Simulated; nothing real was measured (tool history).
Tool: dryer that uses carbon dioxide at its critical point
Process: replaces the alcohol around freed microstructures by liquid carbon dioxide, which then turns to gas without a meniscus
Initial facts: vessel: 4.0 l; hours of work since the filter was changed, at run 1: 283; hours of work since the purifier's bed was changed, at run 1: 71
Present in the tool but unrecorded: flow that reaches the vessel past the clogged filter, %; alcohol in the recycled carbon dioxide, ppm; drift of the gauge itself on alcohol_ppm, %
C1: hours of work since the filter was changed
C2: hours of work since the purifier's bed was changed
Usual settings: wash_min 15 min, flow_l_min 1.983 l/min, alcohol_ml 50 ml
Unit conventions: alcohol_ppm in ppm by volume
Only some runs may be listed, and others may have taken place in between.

Run 1, hour 0: usual settings; C1 283; C2 71. Result: alcohol_ppm 69 ppm by volume.
Run 2, hour 15.1: usual settings; C1 294; C2 82. Result: alcohol_ppm 55 ppm by volume.
Run 3, hour 37.3: usual settings but flow_l_min 2.7 l/min; C1 311; C2 99. Result: alcohol_ppm 44 ppm by volume.
Run 4, hour 49.1: usual settings but wash_min 13 min; C1 320; C2 108. Result: alcohol_ppm 102 ppm by volume.
Run 5, hour 63.1: usual settings but wash_min 13 min; C1 331; C2 118. Result: alcohol_ppm 123 ppm by volume.
Run 6, hour 90.4: usual settings; C1 351; C2 139. Result: alcohol_ppm 74 ppm by volume.
Run 7, hour 107.7: usual settings; C1 364; C2 152. Result: alcohol_ppm 92 ppm by volume.
Run 8, hour 122.5: usual settings but wash_min 9 min; C1 375; C2 163. Result: alcohol_ppm 422 ppm by volume.
Run 9, hour 135: usual settings but wash_min 9 min; C1 385; C2 172. Result: alcohol_ppm 429 ppm by volume.
Run 10, hour 159.1: usual settings but wash_min 9 min; C1 403; C2 190. Result: alcohol_ppm 440 ppm by volume.
Run 11, hour 179.6: usual settings but flow_l_min 2.23 l/min; C1 418; C2 206. Result: alcohol_ppm 80 ppm by volume.
Run 12, hour 201: usual settings but alcohol_ml 34 ml; C1 434; C2 222. Result: alcohol_ppm 96 ppm by volume.
Run 13, hour 216.2: usual settings; C1 446; C2 233. Result: alcohol_ppm 112 ppm by volume.
At hour 221.1: inlet filter changed.
Run 14, hour 236.7: usual settings; C1 12; C2 248. Result: alcohol_ppm 108 ppm by volume.
Run 15, hour 256.4: usual settings; C1 27; C2 263. Result: alcohol_ppm 109 ppm by volume.
Run 16, hour 283.3: usual settings; C1 47; C2 283. Result: alcohol_ppm 118 ppm by volume.
Run 17, hour 303.3: usual settings; C1 62; C2 298. Result: alcohol_ppm 115 ppm by volume.
Run 18, hour 315.1: usual settings; C1 71; C2 307. Result: alcohol_ppm 122 ppm by volume.
Run 19, hour 332.6: usual settings; C1 84; C2 320. Result: alcohol_ppm 113 ppm by volume.
Run 20, hour 355.6: usual settings; C1 101; C2 337. Result: alcohol_ppm 130 ppm by volume.
Run 21, hour 373.6: usual settings but wash_min 16 min; C1 115; C2 351. Result: alcohol_ppm 128 ppm by volume.
Run 22, hour 388.9: usual settings but wash_min 16 min; C1 126; C2 363. Result: alcohol_ppm 133 ppm by volume.
Run 23, hour 404.5: usual settings but wash_min 19 min, flow_l_min 3.24 l/min; C1 138; C2 374. Result: alcohol_ppm 113 ppm by volume.
Run 24, hour 427.6: usual settings but alcohol_ml 30 ml; C1 155; C2 392. Result: alcohol_ppm 139 ppm by volume.
Run 25, hour 445.2: usual settings but wash_min 10 min, flow_l_min 1.5 l/min, alcohol_ml 52 ml; C1 169; C2 405. Result: alcohol_ppm 707 ppm by volume.
Run 26, hour 458.7: usual settings but wash_min 10 min, flow_l_min 1.5 l/min, alcohol_ml 52 ml; C1 179; C2 415. Result: alcohol_ppm 719 ppm by volume.
Run 27, hour 487.8: usual settings but wash_min 23 min, flow_l_min 1.54 l/min, alcohol_ml 92 ml; C1 201; C2 437. Result: alcohol_ppm 142 ppm by volume.
Run 28, hour 510.2: usual settings but wash_min 16 min, flow_l_min 1.24 l/min, alcohol_ml 32 ml; C1 218; C2 454. Result: alcohol_ppm 294 ppm by volume.
Run 29, hour 523.6: usual settings but alcohol_ml 115 ml; C1 228; C2 464. Result: alcohol_ppm 215 ppm by volume.
Run 30, hour 552: usual settings but flow_l_min 2.79 l/min, alcohol_ml 21 ml; C1 249; C2 485. Result: alcohol_ppm 148 ppm by volume.
Run 31, hour 573: usual settings but flow_l_min 2.79 l/min, alcohol_ml 21 ml; C1 265; C2 501. Result: alcohol_ppm 157 ppm by volume.
Run 32, hour 591.3: usual settings but flow_l_min 2.79 l/min, alcohol_ml 21 ml; C1 279; C2 515. Result: alcohol_ppm 157 ppm by volume.
Run 33, hour 603.4: usual settings but wash_min 10 min, flow_l_min 1.58 l/min, alcohol_ml 69 ml; C1 288; C2 524. Result: alcohol_ppm 909 ppm by volume.
Run 34, hour 629.3: usual settings but flow_l_min 1.21 l/min, alcohol_ml 38 ml; C1 307; C2 543. Result: alcohol_ppm 450 ppm by volume.
Run 35, hour 647.9: usual settings but wash_min 21 min, flow_l_min 3.02 l/min, alcohol_ml 46 ml; C1 321; C2 557. Result: alcohol_ppm 166 ppm by volume.
Run 36, hour 663.9: usual settings but wash_min 12 min, flow_l_min 1.98 l/min, alcohol_ml 44 ml; C1 333; C2 569. Result: alcohol_ppm 269 ppm by volume.
Run 37, hour 687.9: usual settings but wash_min 12 min, flow_l_min 1.53 l/min, alcohol_ml 44 ml; C1 351; C2 588. Result: alcohol_ppm 485 ppm by volume.
Run 38, hour 715.2: usual settings but wash_min 22 min, flow_l_min 2.56 l/min, alcohol_ml 41 ml; C1 372; C2 608. Result: alcohol_ppm 193 ppm by volume.
Run 39, hour 744.3: usual settings but wash_min 17 min; C1 394; C2 630. Result: alcohol_ppm 200 ppm by volume.
Run 40, hour 759.7: usual settings but wash_min 19 min; C1 405; C2 642. Result: alcohol_ppm 210 ppm by volume.
At hour 769.7: purifier's bed changed.
Run 41, hour 787.5: usual settings but wash_min 20 min, alcohol_ml 31 ml; C1 424; C2 13. Result: alcohol_ppm 3 ppm by volume.
Run 42, hour 802.4: usual settings but wash_min 22 min, flow_l_min 3.31 l/min, alcohol_ml 67 ml; C1 435; C2 25. Result: alcohol_ppm 6 ppm by volume.
At hour 821.5: inlet filter changed.
Run 43, hour 822.6: usual settings but wash_min 11 min, flow_l_min 3.31 l/min, alcohol_ml 67 ml; C1 1; C2 39. Result: alcohol_ppm 24 ppm by volume.

Consider 3 possible next runs. They are alternatives, not a sequence: every one starts from the tool as it was left by run 43. What does each give?
Run A, hour 851.6: usual settings but flow_l_min 3.31 l/min, alcohol_ml 67 ml; C1 23; C2 61. Result: alcohol_ppm ?.
Run B, hour 851.6: usual settings but wash_min 24 min, flow_l_min 2.45 l/min, alcohol_ml 67 ml; C1 23; C2 61. Result: alcohol_ppm ?.
Run C, hour 851.6: usual settings but wash_min 18 min, flow_l_min 1.79 l/min, alcohol_ml 67 ml; C1 23; C2 61. Result: alcohol_ppm ?.

run  alcohol_ppm
  A           27
  B           22
  C           46
Stripped of hidden state, with their random variation kept, the same runs would have yielded:
run  alcohol_ppm
  A            6
  B            1
  C           24
